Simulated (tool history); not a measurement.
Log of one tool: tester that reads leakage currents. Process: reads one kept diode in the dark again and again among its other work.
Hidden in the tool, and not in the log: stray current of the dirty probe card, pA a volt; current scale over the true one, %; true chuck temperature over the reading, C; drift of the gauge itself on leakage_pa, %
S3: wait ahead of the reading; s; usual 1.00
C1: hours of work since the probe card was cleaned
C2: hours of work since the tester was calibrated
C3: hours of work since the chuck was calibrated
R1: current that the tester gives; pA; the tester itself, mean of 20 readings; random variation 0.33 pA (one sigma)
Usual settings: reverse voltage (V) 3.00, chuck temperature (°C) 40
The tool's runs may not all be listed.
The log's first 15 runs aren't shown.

run 16 day=35.208 | reverse_voltage_(V)=3.00 chuck_temperature_(°C)=29 S3=1.00 | C1=2504 C2=1046 C3=414 | R1=47.85
run 17 day=37.950 | reverse_voltage_(V)=3.00 chuck_temperature_(°C)=29 S3=1.00 | C1=2536 C2=1079 C3=446 | R1=47.28
run 18 day=40.783 | reverse_voltage_(V)=3.00 chuck_temperature_(°C)=40 S3=1.00 | C1=2570 C2=1112 C3=480 | R1=109.55
run 19 day=42.429 | reverse_voltage_(V)=3.00 chuck_temperature_(°C)=40 S3=1.00 | C1=2589 C2=1131 C3=499 | R1=109.76
run 20 day=45.192 | reverse_voltage_(V)=3.00 chuck_temperature_(°C)=40 S3=1.00 | C1=2621 C2=1164 C3=531 | R1=109.29
run 21 day=46.438 | reverse_voltage_(V)=11.37 chuck_temperature_(°C)=23 S3=5.06 | C1=2636 C2=1178 C3=546 | R1=46.27
run 22 day=48.229 | reverse_voltage_(V)=1.32 chuck_temperature_(°C)=54 S3=0.63 | C1=2657 C2=1199 C3=567 | R1=221.69
run 23 day=49.992 | reverse_voltage_(V)=4.42 chuck_temperature_(°C)=33 S3=0.31 | C1=2678 C2=1220 C3=588 | R1=75.15
run 24 day=52.192 | reverse_voltage_(V)=4.42 chuck_temperature_(°C)=33 S3=0.31 | C1=2704 C2=1246 C3=614 | R1=75.87
run 25 day=54.612 | reverse_voltage_(V)=2.71 chuck_temperature_(°C)=21 S3=1.00 | C1=2732 C2=1274 C3=642 | R1=24.20
run 26 day=56.562 | reverse_voltage_(V)=2.71 chuck_temperature_(°C)=21 S3=1.00 | C1=2755 C2=1297 C3=665 | R1=24.06
run 27 day=58.708 | reverse_voltage_(V)=4.84 chuck_temperature_(°C)=21 S3=1.00 | C1=2780 C2=1322 C3=690 | R1=29.73
run 28 day=60.625 | reverse_voltage_(V)=17.54 chuck_temperature_(°C)=45 S3=3.82 | C1=2803 C2=1345 C3=713 | R1=286.08
run 29 day=63.325 | reverse_voltage_(V)=17.54 chuck_temperature_(°C)=45 S3=3.82 | C1=2834 C2=1377 C3=744 | R1=286.13
run 30 day=66.325 | reverse_voltage_(V)=9.08 chuck_temperature_(°C)=45 S3=4.82 | C1=2870 C2=1412 C3=780 | R1=229.00
run 31 day=68.617 | reverse_voltage_(V)=3.50 chuck_temperature_(°C)=30 S3=0.46 | C1=2896 C2=1439 C3=807 | R1=54.57
run 32 day=70.279 | reverse_voltage_(V)=3.00 chuck_temperature_(°C)=22 S3=1.40 | C1=2916 C2=1458 C3=826 | R1=26.98
run 33 day=71.542 | reverse_voltage_(V)=2.08 chuck_temperature_(°C)=42 S3=1.76 | C1=2931 C2=1473 C3=841 | R1=111.72
run 34 day=72.917 | reverse_voltage_(V)=2.71 chuck_temperature_(°C)=29 S3=1.84 | C1=2947 C2=1489 C3=857 | R1=45.78
run 35 day=75.592 | reverse_voltage_(V)=3.93 chuck_temperature_(°C)=29 S3=2.72 | C1=2978 C2=1521 C3=889 | R1=51.67
run 36 day=76.829 | reverse_voltage_(V)=19.83 chuck_temperature_(°C)=47 S3=6.59 | C1=2993 C2=1535 C3=903 | R1=345.00
run 37 day=78.358 | reverse_voltage_(V)=19.83 chuck_temperature_(°C)=47 S3=6.59 | C1=3011 C2=1553 C3=921 | R1=346.53
run 38 day=80.017 | reverse_voltage_(V)=19.83 chuck_temperature_(°C)=47 S3=6.59 | C1=3030 C2=1573 C3=940 | R1=345.67
run 39 day=81.996 | reverse_voltage_(V)=19.83 chuck_temperature_(°C)=47 S3=6.59 | C1=3054 C2=1596 C3=964 | R1=345.47

Forecast each of these 5 alternatives for the next run:
run A day=83.288 | reverse_voltage_(V)=9.86 chuck_temperature_(°C)=40 S3=2.90 | C1=3069 C2=1611 C3=979 | R1=?
run B day=83.288 | reverse_voltage_(V)=1.19 chuck_temperature_(°C)=34 S3=4.54 | C1=3069 C2=1611 C3=979 | R1=?
run C day=83.288 | reverse_voltage_(V)=19.83 chuck_temperature_(°C)=22 S3=6.59 | C1=3069 C2=1611 C3=979 | R1=?
run D day=83.288 | reverse_voltage_(V)=3.00 chuck_temperature_(°C)=21 S3=1.00 | C1=3069 C2=1611 C3=979 | R1=?
run E day=83.288 | reverse_voltage_(V)=2.81 chuck_temperature_(°C)=40 S3=4.14 | C1=3069 C2=1611 C3=979 | R1=?

run=A R1=164.81
run=B R1=50.79
run=C R1=51.97
run=D R1=25.03
run=E R1=107.23
Without the tool's hidden state the same runs would have given:
run=A R1=164.54
run=B R1=50.74
run=C R1=51.60
run=D R1=24.96
run=E R1=107.12

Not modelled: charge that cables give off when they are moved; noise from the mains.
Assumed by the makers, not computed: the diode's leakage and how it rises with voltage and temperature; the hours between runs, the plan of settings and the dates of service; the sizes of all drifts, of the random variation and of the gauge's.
